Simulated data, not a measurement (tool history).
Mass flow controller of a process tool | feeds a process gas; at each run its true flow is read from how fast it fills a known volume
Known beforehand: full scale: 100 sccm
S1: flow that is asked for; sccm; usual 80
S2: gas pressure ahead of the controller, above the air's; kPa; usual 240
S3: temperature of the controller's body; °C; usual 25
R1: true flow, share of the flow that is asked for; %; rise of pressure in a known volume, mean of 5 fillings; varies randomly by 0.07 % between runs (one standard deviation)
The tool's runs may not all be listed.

run	day	S1	S2	S3	R1
1	0	80	240	25	98.41
2	6.746	80	240	25	98.44
3	14.925	80	240	25	98.36
4	24.183	80	254	25	98.15
5	33.867	80	254	25	98.06
6	40.15	80	254	25	98.12
7	49.888	80	254	25	97.8
8	57.792	80	254	25	97.94
9	67.458	80	254	25	97.92
10	72.575	80	254	25	97.85
11	82.008	58	240	25	97.34
12	89.896	89	240	25	98.04
13	96.583	89	240	25	97.99
14	103.388	89	240	25	97.89
15	113.217	71	147	25	98.14
16	118.008	71	193	20	98.04
17	123.25	71	193	20	97.9
18	129.742	43	240	32	95.98
19	135.567	34	149	34	96.18
20	140.496	16	145	34	94.2
21	146.079	17	171	33	94.22
22	150.558	17	171	24	94.61
23	155.021	17	171	31	94.19
24	160.338	17	171	31	93.88
25	170.362	29	240	28	95

A few steps of R1 between consecutive runs. Split each: what settings, incoming material and random variation would produce without the hidden state, and what is left over for the hidden state, along with gauge scatter present in only one of the two compared results (measured, and without hidden state):
Hidden state at play: flow at rest that the sensor doesn't see, % of full scale; true flow over the shown one, %; drift of the gauge itself on true_pct, %.
Run 17 -> 18: S1 71 -> 43, S2 193 -> 240, S3 20 -> 32. R1 -1.92 %: hidden state -0.44, all else -1.48.
Run 19 -> 20: S1 34 -> 16, S2 149 -> 145. R1 -1.98 %: hidden state -1.6, all else -0.38.
Run 24 -> 25: S1 17 -> 29, S2 171 -> 240, S3 31 -> 28. R1 +1.12 %: hidden state +1.14, all else -0.02.
